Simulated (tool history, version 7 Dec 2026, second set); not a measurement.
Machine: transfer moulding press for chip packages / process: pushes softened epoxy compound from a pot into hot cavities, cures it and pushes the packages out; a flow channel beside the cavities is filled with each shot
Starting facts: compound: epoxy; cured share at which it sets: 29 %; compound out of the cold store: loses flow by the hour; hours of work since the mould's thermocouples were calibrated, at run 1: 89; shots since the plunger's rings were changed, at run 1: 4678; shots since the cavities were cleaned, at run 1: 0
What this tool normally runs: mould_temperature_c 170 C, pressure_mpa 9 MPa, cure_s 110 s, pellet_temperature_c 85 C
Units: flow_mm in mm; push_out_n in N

run   hour  mould_temperature_c  pressure_mpa  cure_s  pellet_temperature_c  hours of work since the mould's thermocouples were calibrated  shots since the plunger's rings were changed  shots since the cavities were cleaned  incoming compound's hours out of the cold store  flow_mm  push_out_n
  1      0                  170             9     110                    85                                                             89                                          4678                                      0                                             34.3      629         687
  2    6.1                  170             9     110                    85                                                             93                                          4738                                     60                                             44.9      612         705
  3   14.6                  170             9     110                    85                                                             98                                          4821                                    143                                             16.6      668         776
  4   29.8                  170             9     110                    85                                                            107                                          4969                                    291                                             17.4      667         848
  5   37.7                  170             9     110                    85                                                            111                                          5046                                    368                                               45      605         793
  6   47.4                  170             9     110                    85                                                            117                                          5141                                    463                                               27      646         843
  7   58.1                  170             9     110                    85                                                            123                                          5245                                    567                                             18.1      660         942
      65.2  -- cavities cleaned with cleaning compound and waxed
  8   65.9                  167             9     110                    85                                                            127                                          5307                                      8                                             41.3      615         826
  9     75                  170             9     110                    90                                                            132                                          5395                                     96                                             30.1      639         725
      77.6  -- mould's thermocouples calibrated
 10   89.5                  170             9     110                    90                                                              7                                          5517                                    218                                               16      664         800
 11     97                  170             9     110                    90                                                             11                                          5590                                    291                                             26.1      641         792
 12  103.5                  170             9     110                    90                                                             15                                          5653                                    354                                             44.4      603         830
 13  118.6                  164          7.45      97                    89                                                             24                                          5801                                    502                                             39.8      561        1703
     132.6  -- cavities cleaned with cleaning compound and waxed
 14  135.1                  176             9     127                    85                                                             33                                          5947                                     24                                             41.4      603         472
 15  141.6                  176             9     127                    85                                                             36                                          6010                                     87                                             29.5      628         509
 16  155.8                  170          7.54     130                    85                                                             45                                          6149                                    226                                             10.3      616         644
     159.4  -- mould's thermocouples calibrated, once more
 17  169.3                  178             9     110                    88                                                              6                                          6261                                    338                                             19.5      644         588
 18  182.4                  178             9     110                    88                                                             13                                          6389                                    466                                             18.7      642         626
     186.2  -- plunger's sealing rings changed
 19  197.9                  170          7.01     110                    92                                                             21                                           115                                    593                                             16.7      617         924
     202.5  -- cavities cleaned with cleaning compound and waxed
 20  209.7                  170             9     110                    75                                                             27                                           215                                     70                                             18.5      693         781
 21  218.1                  170             9     135                    85                                                             32                                           297                                    152                                             21.9      687         566
 22  228.5                  170          7.82     143                    92                                                             38                                           398                                    253                                               13      656         574
 23  235.6                  170          7.82     143                    92                                                             42                                           468                                    323                                             43.5      593         593
 24  246.2                  170          7.82     143                    92                                                             48                                           572                                    427                                             31.9      616         624

Measured less the same run without the tool's hidden state. The same run-to-run variation is in both; the gauge's scatter may not be:
What the log doesn't record here: true mould temperature over the reading, C; pressure that reaches the compound, % of what is set; grip of the stained cavities, % over clean ones'; drift of the gauge itself on flow_mm, %; drift of the gauge itself on push_out_n, %.
run  flow_mm  push_out_n
  1      -30         +14
  2      -29         +45
  3      -32         +94
  4      -33        +158
  5      -31        +171
  6      -34        +201
  7      -34        +244
  8      -33         +31
  9      -35         +70
 10      -36        +136
 11      -36        +157
 12      -35        +178
 13      -33        +433
 14      -36         +21
 15      -37         +44
 16      -38        +111
 17      -41        +116
 18      -41        +144
 19       +0        +244
 20       -2         +71
 21       -2         +75
 22       -2         +99
 23       -3        +116
 24       -3        +141

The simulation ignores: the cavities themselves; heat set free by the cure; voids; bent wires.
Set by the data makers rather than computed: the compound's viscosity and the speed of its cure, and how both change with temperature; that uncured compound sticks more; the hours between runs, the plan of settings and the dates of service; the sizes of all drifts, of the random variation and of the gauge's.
